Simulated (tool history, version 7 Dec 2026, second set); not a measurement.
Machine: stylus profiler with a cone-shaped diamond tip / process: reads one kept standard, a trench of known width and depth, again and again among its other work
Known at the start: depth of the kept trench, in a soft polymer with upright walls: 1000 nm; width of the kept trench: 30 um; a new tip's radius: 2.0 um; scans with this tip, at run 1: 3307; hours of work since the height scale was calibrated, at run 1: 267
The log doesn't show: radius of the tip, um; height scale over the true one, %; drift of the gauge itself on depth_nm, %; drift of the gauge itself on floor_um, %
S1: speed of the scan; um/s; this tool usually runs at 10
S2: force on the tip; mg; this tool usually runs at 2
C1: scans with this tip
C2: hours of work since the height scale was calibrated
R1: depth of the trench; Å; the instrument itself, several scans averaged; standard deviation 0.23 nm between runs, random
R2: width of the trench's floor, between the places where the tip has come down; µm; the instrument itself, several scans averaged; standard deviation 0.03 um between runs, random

{"run": 1, "hour": 0.0, "S1": 10, "S2": 2, "C1": 3307, "C2": 267, "R1": 10081.5, "R2": 26.34}
{"run": 2, "hour": 22.3, "S1": 10, "S2": 2, "C1": 3419, "C2": 276, "R1": 10081.2, "R2": 26.34}
{"run": 3, "hour": 34.5, "S1": 10, "S2": 2, "C1": 3480, "C2": 280, "R1": 10081.6, "R2": 26.31}
{"run": 4, "hour": 44.5, "S1": 9, "S2": 2, "C1": 3530, "C2": 285, "R1": 10080.1, "R2": 26.34}
{"run": 5, "hour": 67.0, "S1": 9, "S2": 2, "C1": 3643, "C2": 294, "R1": 10082.3, "R2": 26.34}
{"run": 6, "hour": 87.8, "S1": 3, "S2": 2, "C1": 3748, "C2": 302, "R1": 10080, "R2": 26.37}
{"run": 7, "hour": 107.9, "S1": 3, "S2": 2, "C1": 3849, "C2": 310, "R1": 10077.6, "R2": 26.33}
{"run": 8, "hour": 121.2, "S1": 3, "S2": 2, "C1": 3915, "C2": 316, "R1": 10082.5, "R2": 26.37}
{"run": 9, "hour": 137.1, "S1": 10, "S2": 3.98, "C1": 3995, "C2": 322, "R1": 10133, "R2": 26.35}
{"run": 10, "hour": 158.5, "S1": 2, "S2": 2, "C1": 4103, "C2": 331, "R1": 10081.6, "R2": 26.41}
{"run": 11, "hour": 170.3, "S1": 2, "S2": 2, "C1": 4162, "C2": 336, "R1": 10080.4, "R2": 26.36}
{"run": 12, "hour": 185.4, "S1": 2, "S2": 2, "C1": 4238, "C2": 342, "R1": 10078, "R2": 26.3}
{"run": 13, "hour": 203.1, "S1": 7, "S2": 2, "C1": 4327, "C2": 349, "R1": 10079, "R2": 26.39}
{"run": 14, "hour": 224.2, "S1": 7, "S2": 2, "C1": 4433, "C2": 357, "R1": 10079.5, "R2": 26.31}
{"run": 15, "hour": 244.0, "S1": 10, "S2": 2, "C1": 4532, "C2": 365, "R1": 10081.6, "R2": 26.3}
{"run": 16, "hour": 261.7, "S1": 10, "S2": 2, "C1": 4621, "C2": 372, "R1": 10077.7, "R2": 26.3}
{"run": 17, "hour": 276.3, "S1": 10, "S2": 3.25, "C1": 4695, "C2": 378, "R1": 10113.6, "R2": 26.35}
{"run": 18, "hour": 297.3, "S1": 2, "S2": 3.25, "C1": 4800, "C2": 387, "R1": 10108.4, "R2": 26.37}
{"run": 19, "hour": 309.2, "S1": 10, "S2": 2, "C1": 4860, "C2": 392, "R1": 10076.6, "R2": 26.24}
{"run": 20, "hour": 323.3, "S1": 16, "S2": 2, "C1": 4931, "C2": 397, "R1": 10080.3, "R2": 26.25}
{"run": 21, "hour": 341.6, "S1": 10, "S2": 5.51, "C1": 5023, "C2": 405, "R1": 10170.9, "R2": 26.31}
{"run": 22, "hour": 364.1, "S1": 7, "S2": 5.51, "C1": 5136, "C2": 414, "R1": 10169.1, "R2": 26.28}
{"run": 23, "hour": 377.4, "S1": 7, "S2": 5.51, "C1": 5203, "C2": 419, "R1": 10166.1, "R2": 26.28}
{"run": 24, "hour": 388.8, "S1": 10, "S2": 1.44, "C1": 5260, "C2": 424, "R1": 10057, "R2": 26.24}
{"run": 25, "hour": 402.8, "S1": 10, "S2": 1.75, "C1": 5330, "C2": 430, "R1": 10068.3, "R2": 26.21}
{"run": 26, "hour": 415.8, "S1": 10, "S2": 1.75, "C1": 5396, "C2": 435, "R1": 10065.6, "R2": 26.24}
{"run": 27, "hour": 435.2, "S1": 10, "S2": 2.98, "C1": 5493, "C2": 443, "R1": 10104.3, "R2": 26.29}
{"run": 28, "hour": 454.7, "S1": 18, "S2": 4.03, "C1": 5591, "C2": 451, "R1": 10133.5, "R2": 26.27}
{"run": 29, "hour": 473.4, "S1": 18, "S2": 4.03, "C1": 5685, "C2": 458, "R1": 10132.3, "R2": 26.29}
{"hour": 474.9, "done": "height scale calibrated on a step standard"}
{"run": 30, "hour": 484.7, "S1": 9, "S2": 2.09, "C1": 5739, "C2": 4, "R1": 10073.1, "R2": 26.25}
{"run": 31, "hour": 500.8, "S1": 30, "S2": 1.86, "C1": 5820, "C2": 10, "R1": 10062.3, "R2": 26.1}
{"hour": 507.2, "done": "height scale calibrated on a step standard, once more"}
{"run": 32, "hour": 518.6, "S1": 17, "S2": 4.92, "C1": 5907, "C2": 5, "R1": 10166.8, "R2": 26.25}
{"run": 33, "hour": 537.5, "S1": 3, "S2": 2, "C1": 6002, "C2": 12, "R1": 10089, "R2": 26.32}
{"run": 34, "hour": 549.8, "S1": 4, "S2": 1.4, "C1": 6064, "C2": 17, "R1": 10075.1, "R2": 26.26}
{"run": 35, "hour": 569.6, "S1": 26, "S2": 2.61, "C1": 6163, "C2": 25, "R1": 10113.2, "R2": 26.14}
{"run": 36, "hour": 588.7, "S1": 26, "S2": 2.61, "C1": 6259, "C2": 33, "R1": 10109.6, "R2": 26.17}
{"run": 37, "hour": 599.4, "S1": 2, "S2": 2.61, "C1": 6313, "C2": 37, "R1": 10108.4, "R2": 26.3}
{"run": 38, "hour": 619.5, "S1": 3, "S2": 2.76, "C1": 6414, "C2": 45, "R1": 10115.5, "R2": 26.25}
{"run": 39, "hour": 640.9, "S1": 3, "S2": 2.76, "C1": 6522, "C2": 54, "R1": 10117.6, "R2": 26.29}
{"run": 40, "hour": 656.0, "S1": 4, "S2": 1.31, "C1": 6598, "C2": 60, "R1": 10069, "R2": 26.24}
{"run": 41, "hour": 674.2, "S1": 10, "S2": 0.78, "C1": 6689, "C2": 68, "R1": 10054.8, "R2": 26.13}
{"run": 42, "hour": 692.0, "S1": 10, "S2": 0.78, "C1": 6778, "C2": 75, "R1": 10046.3, "R2": 26.13}
{"run": 43, "hour": 713.5, "S1": 4, "S2": 2.2, "C1": 6886, "C2": 84, "R1": 10099.2, "R2": 26.25}
{"run": 44, "hour": 723.1, "S1": 8, "S2": 2, "C1": 6935, "C2": 87, "R1": 10094, "R2": 26.22}
{"run": 45, "hour": 732.9, "S1": 9, "S2": 2.23, "C1": 6984, "C2": 91, "R1": 10099.6, "R2": 26.2}
{"run": 46, "hour": 751.3, "S1": 9, "S2": 2.23, "C1": 7076, "C2": 99, "R1": 10093, "R2": 26.21}
{"run": 47, "hour": 761.5, "S1": 3, "S2": 1.26, "C1": 7128, "C2": 103, "R1": 10068.1, "R2": 26.31}

What if the next run were any one of these 3? Each begins from the tool's condition after run 47:
{"run": "A", "hour": 782.0, "S1": 33, "S2": 2.54, "C1": 7231, "C2": 111, "R1": "?", "R2": "?"}
{"run": "B", "hour": 782.0, "S1": 10, "S2": 3, "C1": 7231, "C2": 111, "R1": "?", "R2": "?"}
{"run": "C", "hour": 782.0, "S1": 10, "S2": 0.82, "C1": 7231, "C2": 111, "R1": "?", "R2": "?"}

run=A R1=10108.1 R2=26.05
run=B R1=10117.3 R2=26.21
run=C R1=10045.4 R2=26.15
What these runs would have given with no unlogged condition in the tool:
run=A R1=10111.9 R2=26.34
run=B R1=10121.2 R2=26.5
run=C R1=10049.3 R2=26.44
